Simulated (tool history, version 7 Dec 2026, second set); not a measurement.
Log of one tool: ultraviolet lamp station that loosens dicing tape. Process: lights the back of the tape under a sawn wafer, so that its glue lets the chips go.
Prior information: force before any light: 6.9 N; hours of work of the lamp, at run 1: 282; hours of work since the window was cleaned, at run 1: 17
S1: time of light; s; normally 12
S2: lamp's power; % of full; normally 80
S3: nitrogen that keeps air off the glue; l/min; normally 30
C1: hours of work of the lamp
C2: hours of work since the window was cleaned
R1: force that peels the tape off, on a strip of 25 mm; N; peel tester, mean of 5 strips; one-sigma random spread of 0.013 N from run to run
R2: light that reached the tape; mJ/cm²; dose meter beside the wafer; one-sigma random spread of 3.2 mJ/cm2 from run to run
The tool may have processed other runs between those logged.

run,hour,S1,S2,S3,C1,C2,R1,R2
1,0.0,12,80,30,282,17,0.672,467
2,12.9,12,80,30,288,23,0.670,468
3,37.5,12,64,30,300,35,1.030,370
4,63.1,12,94,30,311,47,0.525,545
5,75.5,12,94,30,317,52,0.527,545
# hour 77.4: window cleaned of glue's vapour
6,88.3,12,94,30,323,5,0.519,547
7,101.2,12,85,30,329,11,0.620,494
8,112.2,12,85,30,334,16,0.596,495
9,123.4,14,79,30,339,21,0.537,538
10,149.7,14,79,30,351,33,0.527,537
# hour 158.8: window cleaned of glue's vapour, once more
11,162.1,14,79,30,357,2,0.524,536
12,187.0,12,99,29,368,13,0.475,580
13,208.4,12,80,36,378,23,0.633,464
14,223.3,19,80,30,385,30,0.319,731
15,245.9,22,81,60,395,40,0.256,846

Results for each run, recomputed without the tool's hidden state and with each run's random variation untouched:
The tool's hidden condition here consists of: lamp's light, % of a new lamp's; light that the window lets through, % of a clean one's; drift of the gauge itself on peel_n, %; drift of the gauge itself on dose_mj_cm2, %.
run,R1,R2
1,0.601,497
2,0.598,500
3,0.918,396
4,0.465,586
5,0.464,587
6,0.455,591
7,0.538,534
8,0.517,536
9,0.466,584
10,0.454,585
11,0.461,578
12,0.416,628
13,0.547,504
14,0.289,796
15,0.249,924
